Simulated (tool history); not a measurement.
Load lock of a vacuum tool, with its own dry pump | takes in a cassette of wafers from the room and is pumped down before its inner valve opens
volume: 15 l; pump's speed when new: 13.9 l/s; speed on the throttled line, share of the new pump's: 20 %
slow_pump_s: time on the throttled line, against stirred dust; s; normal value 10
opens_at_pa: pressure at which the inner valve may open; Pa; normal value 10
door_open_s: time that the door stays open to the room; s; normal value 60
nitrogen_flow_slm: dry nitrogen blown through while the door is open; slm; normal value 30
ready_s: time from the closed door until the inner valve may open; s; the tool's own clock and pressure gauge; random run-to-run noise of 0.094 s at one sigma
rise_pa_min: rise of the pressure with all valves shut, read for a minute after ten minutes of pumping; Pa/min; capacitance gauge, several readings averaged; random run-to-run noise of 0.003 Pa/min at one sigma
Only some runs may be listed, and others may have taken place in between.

run    hour  slow_pump_s  opens_at_pa  door_open_s  nitrogen_flow_slm  incoming humidity of the room's air, %  ready_s  rise_pa_min
  1       0           10           10           60                 30                                    45.3     19.3        0.049
  2   227.2           10           10           60                 42                                    43.8    19.32        0.052
  3   388.3           10           10           60                 42                                    42.1    19.29        0.051
  4     620           10           10           60                 30                                    42.9    19.25         0.06
  5   940.1           10           10           60                 30                                    45.6    19.38        0.067
  6  1210.9           10           10           60                 30                                      47    19.51        0.078
  7  1505.6           10           10           60                 30                                    43.8    19.56         0.08
  8  1835.4           10           10           45                 30                                    45.7    19.66        0.092
  9  2175.4           10           10           60                 30                                    46.3    19.53        0.102
 10  2509.7           10           10           48                 30                                    45.1    19.52        0.108
 11  2869.1           10            9           48                 30                                      44    19.86        0.116
 12  3117.8           10           10           60                 30                                    47.4    19.74        0.131
 13  3451.6           10           10           60                 11                                    46.9    19.96        0.158
 14  3752.7           10           10           60                 11                                    42.9    19.76        0.163
     3882.9  -- dry pump taken out, an overhauled one fitted
 15  4042.7           10           10           52                 30                                    46.4    18.08         0.16
 16  4411.8           10           10           52                 30                                    41.1    18.23         0.18
 17  4583.1           10           10           52                 30                                    45.1    18.08        0.182
 18  4770.2           12           16           27                 32                                    41.7    19.07        0.178
 19  4946.7           11           11           27                 35                                    41.6    18.71        0.199
 20  5124.2           11           11           27                 35                                    45.9    18.95        0.195
 21    5349            6           18           27                  6                                    46.2     14.3        0.219
 22  5700.8           16            7           60                 30                                    44.8    23.32        0.236
 23  5883.6           16            7           60                 30                                    44.5    23.33        0.238
 24  6051.6            6           16           60                 30                                    46.1    14.68        0.253
     6169.8  -- door's seal changed, seat wiped
 25  6373.1            6           16           60                 30                                    43.9    14.78        0.029
 26  6598.2           20           10           52                 30                                    45.8    26.15        0.019
 27  6785.7           20           10           52                 30                                    44.5    26.34        0.027
 28  6982.7           20           10           52                 30                                    44.4    26.24        0.031

Measured minus without-hidden-state, run by run (identical run-to-run variation in each term; gauge scatter may differ):
Unlogged tool condition in this case: pump's speed, % of a new pump's; leak at the door's seal, Pa l/s; drift of the gauge itself on ready_s, %; drift of the gauge itself on rise_pa_min, %.
run  ready_s  rise_pa_min
  1    +1.29       +0.025
  2    +1.31       +0.031
  3    +1.33       +0.033
  4    +1.37       +0.038
  5    +1.41       +0.044
  6    +1.45       +0.052
  7    +1.49       +0.059
  8    +1.53       +0.068
  9    +1.58       +0.077
 10    +1.62       +0.087
 11    +1.68       +0.098
 12    +1.72       +0.108
 13    +1.77        +0.12
 14     +1.8       +0.129
 15    +0.07       +0.141
 16    +0.12       +0.156
 17    +0.14       +0.161
 18    +0.14       +0.167
 19    +0.17       +0.182
 20    +0.18       +0.182
 21    +0.21       +0.193
 22    +0.22       +0.211
 23    +0.24        +0.22
 24    +0.29       +0.228
 25    +0.32       +0.003
 26    +0.25       +0.005
 27    +0.26       +0.007
 28    +0.28       +0.009

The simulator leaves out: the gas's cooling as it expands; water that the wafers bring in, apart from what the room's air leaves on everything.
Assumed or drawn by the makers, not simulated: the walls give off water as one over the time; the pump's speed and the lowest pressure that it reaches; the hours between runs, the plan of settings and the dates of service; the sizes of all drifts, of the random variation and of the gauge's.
